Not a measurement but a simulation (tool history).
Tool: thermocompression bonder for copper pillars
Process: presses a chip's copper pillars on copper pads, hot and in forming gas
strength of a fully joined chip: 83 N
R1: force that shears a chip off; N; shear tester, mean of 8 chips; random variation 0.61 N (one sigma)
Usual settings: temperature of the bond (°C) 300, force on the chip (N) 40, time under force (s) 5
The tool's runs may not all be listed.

Run 1, hour 0: usual settings. Result: R1 31.6 N.
Run 2, hour 9.5: usual settings. Result: R1 32.8 N.
Run 3, hour 16.1: usual settings but temperature of the bond (°C) 303. Result: R1 32.7 N.
Run 4, hour 24.9: usual settings. Result: R1 31.7 N.
Run 5, hour 34.7: usual settings. Result: R1 30.5 N.
Run 6, hour 40.7: usual settings but force on the chip (N) 39. Result: R1 30.7 N.
Run 7, hour 44.9: usual settings but force on the chip (N) 39. Result: R1 31.7 N.
Run 8, hour 53.3: usual settings but force on the chip (N) 39. Result: R1 29.8 N.
Run 9, hour 59.6: usual settings but force on the chip (N) 39. Result: R1 31.8 N.
Run 10, hour 64: usual settings but force on the chip (N) 39. Result: R1 30.7 N.
Run 11, hour 69: usual settings. Result: R1 31.4 N.
Run 12, hour 79: usual settings but temperature of the bond (°C) 322. Result: R1 41.5 N.
Run 13, hour 88.1: usual settings but time under force (s) 14. Result: R1 42.8 N.
Run 14, hour 94.7: usual settings but time under force (s) 14. Result: R1 44.3 N.
Run 15, hour 100.5: usual settings but time under force (s) 11. Result: R1 40.2 N.
Run 16, hour 104.9: usual settings. Result: R1 30.2 N.
Run 17, hour 112.7: usual settings. Result: R1 30.7 N.
Run 18, hour 119.8: usual settings. Result: R1 30.6 N.
Run 19, hour 127.5: usual settings. Result: R1 28.7 N.

Forecast run 20:
Run 20, hour 135.3: usual settings. Result: R1 ?.

Run 20 gave R1 30.1 N.
Without the tool's hidden state the same run would have given R1 34.9 N.

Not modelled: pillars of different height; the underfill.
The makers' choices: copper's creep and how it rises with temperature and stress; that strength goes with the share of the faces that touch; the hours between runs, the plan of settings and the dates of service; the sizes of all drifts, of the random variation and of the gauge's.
